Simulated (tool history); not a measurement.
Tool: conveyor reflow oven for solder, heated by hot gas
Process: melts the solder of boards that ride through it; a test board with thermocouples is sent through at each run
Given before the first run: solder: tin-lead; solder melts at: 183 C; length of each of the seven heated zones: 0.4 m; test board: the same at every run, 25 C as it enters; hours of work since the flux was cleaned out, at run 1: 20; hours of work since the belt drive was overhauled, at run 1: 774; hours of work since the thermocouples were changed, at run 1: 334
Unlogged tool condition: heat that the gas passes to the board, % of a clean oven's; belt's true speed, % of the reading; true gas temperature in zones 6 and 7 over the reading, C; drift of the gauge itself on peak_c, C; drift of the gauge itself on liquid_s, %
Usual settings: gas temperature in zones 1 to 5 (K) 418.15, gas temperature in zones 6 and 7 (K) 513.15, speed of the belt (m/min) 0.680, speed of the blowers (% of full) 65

run    hour  gas temperature in zones 1 to 5 (K)  gas temperature in zones 6 and 7 (K)  speed of the belt (m/min)  speed of the blowers (% of full)  hours of work since the flux was cleaned out  hours of work since the belt drive was overhauled  hours of work since the thermocouples were changed  highest temperature of the board (K)  time above the solder's melting point (s)
  1     0.0                               418.15                                513.15                      0.680                                65                                            20                                                774                                                 334                                493.35                                       58.1
  2    26.8                               418.15                                513.15                      0.680                                65                                            37                                                790                                                 350                                493.55                                       57.6
  3    59.0                               418.15                                513.15                      0.616                                65                                            57                                                811                                                 370                                496.75                                       66.7
  4    80.3                               418.15                                513.15                      0.662                                65                                            70                                                824                                                 384                                494.75                                       59.9
  5   113.4                               418.15                                513.15                      0.662                                65                                            91                                                844                                                 404                                494.35                                       60.2
  6   137.4                               418.15                                513.15                      0.662                                65                                           106                                                859                                                 419                                494.15                                       60.5
      149.7  -- belt drive overhauled, speed set with a stopwatch
  7   186.2                               418.15                                513.15                      0.662                                65                                           133                                                 23                                                 447                                493.25                                       58.1
  8   226.5                               418.15                                527.15                      0.680                                65                                           159                                                 48                                                 472                                503.55                                       62.9
  9   267.7                               418.15                                513.15                      0.680                                65                                           184                                                 74                                                 498                                491.75                                       55.4
      276.8  -- flux residue cleaned out of gas plates and filters
 10   302.9                               418.15                                513.15                      0.680                                65                                            16                                                 92                                                 517                                492.85                                       56.7
 11   337.5                               418.15                                514.15                      0.680                                65                                            38                                                114                                                 538                                493.15                                       57.2
 12   362.0                               418.15                                514.15                      0.680                                65                                            53                                                129                                                 554                                493.65                                       57.1
 13   394.5                               418.15                                513.15                      0.680                                65                                            73                                                149                                                 574                                492.05                                       56.2
 14   442.7                               418.15                                513.15                      0.680                                65                                           103                                                180                                                 604                                492.35                                       56.4
 15   466.7                               418.15                                513.15                      0.680                                65                                           118                                                195                                                 619                                492.05                                       56.2
 16   491.3                               413.15                                513.15                      0.680                                52                                           134                                                210                                                 634                                486.85                                       49.4
 17   531.7                               418.15                                513.15                      0.582                                72                                           159                                                235                                                 659                                498.25                                       71.7
      581.7  -- flux residue cleaned out of gas plates and filters
 18   587.3                               428.15                                513.15                      0.621                                65                                             4                                                267                                                 691                                497.95                                       70.1
 19   616.2                               428.15                                513.15                      0.621                                65                                            22                                                285                                                 709                                497.15                                       69.9
 20   658.0                               419.15                                513.15                      0.731                                65                                            48                                                311                                                 735                                490.65                                       50.7
 21   689.9                               410.15                                512.15                      0.779                                51                                            67                                                331                                                 755                                478.95                                       34.7
 22   737.5                               410.15                                512.15                      0.779                                51                                            97                                                360                                                 785                                479.65                                       34.8
 23   782.9                               418.15                                511.15                      0.680                                81                                           125                                                388                                                 813                                493.85                                       58.4
 24   816.8                               418.15                                511.15                      0.680                                81                                           147                                                410                                                 834                                494.05                                       58.1
 25   858.2                               422.15                                511.15                      0.680                                65                                           172                                                435                                                 860                                490.55                                       57.5
      889.2  -- flux residue cleaned out of gas plates and filters
 26   914.4                               404.15                                512.15                      0.748                                73                                            16                                                467                                                 892                                487.45                                       43.9
 27   950.7                               432.15                                512.15                      0.748                                73                                            38                                                490                                                 914                                493.35                                       57.3
 28   978.6                               433.15                                513.15                      0.680                                72                                            56                                                507                                                 932                                496.75                                       66.1
 29  1016.3                               424.15                                501.15                      0.680                                72                                            79                                                531                                                 955                                484.95                                       54.1
 30  1042.3                               424.15                                501.15                      0.680                                72                                            95                                                547                                                 971                                485.05                                       54.3

What if the next run were any one of these 5? Each begins from the tool's condition after run 30:
  A  1091.9                               418.15                                513.15                      0.680                                69                                           126                                                578                                                1002                                     ?                                          ?
  B  1091.9                               418.15                                513.15                      0.614                                65                                           126                                                578                                                1002                                     ?                                          ?
  C  1091.9                               426.15                                501.15                      0.654                                72                                           126                                                578                                                1002                                     ?                                          ?
  D  1091.9                               418.15                                513.15                      0.680                                52                                           126                                                578                                                1002                                     ?                                          ?
  E  1091.9                               418.15                                505.15                      0.742                                65                                           126                                                578                                                1002                                     ?                                          ?

run  highest temperature of the board (K)  time above the solder's melting point (s)
  A                                493.25                                       57.8
  B                                495.35                                       65.7
  C                                486.05                                       58.6
  D                                488.15                                       52.7
  E                                481.95                                       44.4
What these runs would have given with no unlogged condition in the tool:
run  highest temperature of the board (K)  time above the solder's melting point (s)
  A                                494.85                                       57.8
  B                                497.05                                       65.6
  C                                487.65                                       58.8
  D                                489.65                                       52.9
  E                                483.55                                       45.0
